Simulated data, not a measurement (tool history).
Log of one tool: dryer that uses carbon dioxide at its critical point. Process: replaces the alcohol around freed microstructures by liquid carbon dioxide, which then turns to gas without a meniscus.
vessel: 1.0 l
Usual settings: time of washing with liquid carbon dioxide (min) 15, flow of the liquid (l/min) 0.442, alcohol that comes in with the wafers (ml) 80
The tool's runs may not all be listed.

run	day	time of washing with liquid carbon dioxide (min)	flow of the liquid (l/min)	alcohol that comes in with the wafers (ml)	alcohol left in the vessel before it's heated (ppm by volume)
1	0	15	0.442	80	916
2	0.258	15	0.584	80	229
3	0.508	15	0.584	80	223
4	0.729	15	0.584	80	224
5	1.083	19	0.442	80	298
6	1.321	19	0.442	80	290
7	1.717	15	0.442	80	948
8	1.988	15	0.442	80	952
9	2.279	15	0.442	80	918
10	2.683	23	0.442	80	123
11	3.058	23	0.442	80	132
12	3.492	23	0.442	80	125
13	3.688	23	0.442	80	117
14	4.029	23	0.442	80	133
15	4.308	23	0.442	80	132
16	4.667	21	0.442	37	122
17	4.933	12	0.618	71	482
18	5.358	12	0.618	71	484
19	5.662	13	0.302	101	7653
20	6.104	13	0.302	101	7542
21	6.433	19	0.356	101	1209
22	6.646	19	0.356	101	1213

Measured less the same run without the tool's hidden state. The same run-to-run variation is in both; the gauge's scatter may not be:
The hidden state here: flow that reaches the vessel past the clogged filter, %; alcohol in the recycled carbon dioxide, ppm; drift of the gauge itself on alcohol_ppm, %.
run	alcohol left in the vessel before it's heated (ppm by volume)
1	+166
2	+70
3	+70
4	+71
5	+86
6	+85
7	+189
8	+193
9	+189
10	+61
11	+62
12	+62
13	+62
14	+65
15	+67
16	+63
17	+140
18	+142
19	+970
20	+971
21	+291
22	+291
